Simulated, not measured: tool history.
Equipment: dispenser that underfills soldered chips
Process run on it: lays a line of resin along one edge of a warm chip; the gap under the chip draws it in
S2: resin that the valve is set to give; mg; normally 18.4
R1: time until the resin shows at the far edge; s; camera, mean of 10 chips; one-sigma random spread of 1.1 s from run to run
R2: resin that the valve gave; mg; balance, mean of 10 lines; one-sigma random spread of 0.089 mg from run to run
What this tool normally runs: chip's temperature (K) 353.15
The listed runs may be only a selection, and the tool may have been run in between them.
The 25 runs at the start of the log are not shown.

Run 26, hour 297.1: usual settings but S2 22.2 mg. Result: R1 193.1 s, R2 21.4 mg.
At hour 299: new syringe of resin.
At hour 309.8: dispensing valve cleaned and set on the balance.
Run 27, hour 311.4: usual settings but S2 22.2 mg. Result: R1 180.6 s, R2 22.13 mg.
At hour 314.8: new syringe of resin.
Run 28, hour 324.3: usual settings but chip's temperature (K) 359.15, S2 17.4 mg. Result: R1 141.3 s, R2 17.22 mg.
At hour 329.9: new syringe of resin.
Run 29, hour 336.1: usual settings but chip's temperature (K) 364.15, S2 21.8 mg. Result: R1 100.6 s, R2 21.62 mg.
At hour 344.1: new syringe of resin.
Run 30, hour 348.6: usual settings but chip's temperature (K) 359.15, S2 21.5 mg. Result: R1 111.1 s, R2 21.2 mg.
Run 31, hour 357.5: usual settings but chip's temperature (K) 354.15, S2 18.8 mg. Result: R1 194.2 s, R2 18.35 mg.
At hour 358.6: new syringe of resin.
Run 32, hour 367.3: usual settings but chip's temperature (K) 342.15, S2 18.6 mg. Result: R1 251 s, R2 18.06 mg.
At hour 372.8: new syringe of resin.
Run 33, hour 376.3: usual settings but chip's temperature (K) 342.15, S2 18.6 mg. Result: R1 201.8 s, R2 18.02 mg.
At hour 380.6: dispensing valve cleaned and set on the balance.
Run 34, hour 386.8: usual settings but chip's temperature (K) 344.15, S2 16.3 mg. Result: R1 286.4 s, R2 16.26 mg.

Each row is a separate what-if for the run after 34, all from the same tool condition, not one after another. Results?
At hour 388.1: new syringe of resin.
Run A, hour 393.8: usual settings but chip's temperature (K) 367.15. Result: R1 ?, R2 ?.
At hour 388.1: new syringe of resin.
Run B, hour 393.8: usual settings but chip's temperature (K) 345.15, S2 22.3 mg. Result: R1 ?, R2 ?.
At hour 388.1: new syringe of resin.
Run C, hour 393.8: usual settings but chip's temperature (K) 346.15, S2 19.6 mg. Result: R1 ?, R2 ?.

run     R1     R2
  A   93.1  18.42
  B    195  21.99
  C  188.8  19.66
Had the tool no hidden state, the same runs would have come out as:
run     R1     R2
  A     66  18.51
  B    137  22.11
  C  132.4  19.76

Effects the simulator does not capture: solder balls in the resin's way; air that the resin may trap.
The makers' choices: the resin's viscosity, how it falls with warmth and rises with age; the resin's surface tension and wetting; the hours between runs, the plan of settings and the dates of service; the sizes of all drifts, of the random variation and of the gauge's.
